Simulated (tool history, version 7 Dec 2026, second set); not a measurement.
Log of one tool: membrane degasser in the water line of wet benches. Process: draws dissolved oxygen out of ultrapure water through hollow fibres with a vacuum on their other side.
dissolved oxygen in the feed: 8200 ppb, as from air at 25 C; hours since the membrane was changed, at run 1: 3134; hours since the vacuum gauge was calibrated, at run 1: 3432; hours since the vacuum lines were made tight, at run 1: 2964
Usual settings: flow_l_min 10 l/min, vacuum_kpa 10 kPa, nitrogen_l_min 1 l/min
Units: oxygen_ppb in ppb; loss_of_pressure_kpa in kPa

| run | hour | flow_l_min | vacuum_kpa | nitrogen_l_min | hours since the membrane was changed | hours since the vacuum gauge was calibrated | hours since the vacuum lines were made tight | oxygen_ppb | loss_of_pressure_kpa |
|---|---|---|---|---|---|---|---|---|---|
| 1 | 0 | 10 | 10 | 1 | 3134 | 3432 | 2964 | 173.8 | 27.54 |
| 2 | 63 | 10 | 10 | 1 | 3197 | 3495 | 3027 | 177.1 | 27.62 |
| 3 | 130.5 | 7 | 10 | 1 | 3265 | 3562 | 3095 | 124.9 | 19.31 |
| 4 | 219.7 | 7 | 10 | 1 | 3354 | 3652 | 3184 | 124.9 | 19.21 |
| 5 | 289.8 | 7 | 10 | 1 | 3424 | 3722 | 3254 | 125.9 | 19.47 |
| 6 | 371.5 | 7 | 10 | 1 | 3506 | 3803 | 3336 | 125.6 | 19.38 |
| 7 | 433.7 | 7 | 10 | 1 | 3568 | 3866 | 3398 | 125.1 | 19.33 |
| 8 | 531.8 | 7 | 10 | 1 | 3666 | 3964 | 3496 | 125.7 | 19.44 |
| 9 | 607.8 | 10 | 10 | 1.28 | 3742 | 4040 | 3572 | 141.9 | 27.69 |
| 10 | 702.4 | 10 | 13.7 | 1 | 3837 | 4134 | 3666 | 264.6 | 27.65 |
| 11 | 743.6 | 10 | 8.4 | 1.61 | 3878 | 4175 | 3708 | 92.7 | 27.74 |
|  | 751.7 | vacuum gauge calibrated |
| 12 | 830.4 | 13 | 7.4 | 2.84 | 3964 | 79 | 3794 | 74.7 | 36.07 |
| 13 | 887.4 | 10 | 14.1 | 1 | 4021 | 136 | 3851 | 276.5 | 27.75 |
| 14 | 938.9 | 10 | 10 | 0.45 | 4073 | 187 | 3903 | 360.6 | 27.76 |
| 15 | 1007.7 | 10 | 10 | 0.45 | 4142 | 256 | 3971 | 358.2 | 27.71 |
| 16 | 1077.7 | 10 | 10 | 0.45 | 4212 | 326 | 4041 | 364.1 | 27.73 |
| 17 | 1158.1 | 10 | 10 | 0.45 | 4292 | 406 | 4122 | 360.6 | 27.69 |
| 18 | 1201.5 | 10 | 10 | 0.45 | 4335 | 450 | 4165 | 361.3 | 27.73 |
| 19 | 1299.4 | 10 | 23.7 | 0.53 | 4433 | 548 | 4263 | 846.4 | 27.78 |
|  | 1320.1 | vacuum gauge calibrated, once more |
| 20 | 1376.6 | 9 | 16 | 1 | 4510 | 56 | 4340 | 281 | 25.02 |

Forecast each of these 4 alternatives for the next run:
| A | 1425.8 | 10 | 10 | 1.17 | 4559 | 106 | 4389 | ? | ? |
| B | 1425.8 | 6 | 21.7 | 1.31 | 4559 | 106 | 4389 | ? | ? |
| C | 1425.8 | 9 | 15.4 | 2.94 | 4559 | 106 | 4389 | ? | ? |
| D | 1425.8 | 10 | 8.1 | 1.05 | 4559 | 106 | 4389 | ? | ? |

| run | oxygen_ppb | loss_of_pressure_kpa |
|---|---|---|
| A | 148.9 | 27.8 |
| B | 214.8 | 16.68 |
| C | 101.1 | 24.96 |
| D | 121.5 | 27.65 |
Without the tool's hidden state the same runs would have given:
| run | oxygen_ppb | loss_of_pressure_kpa |
|---|---|---|
| A | 143.4 | 27.33 |
| B | 201.8 | 16.39 |
| C | 96.4 | 24.53 |
| D | 117 | 27.18 |
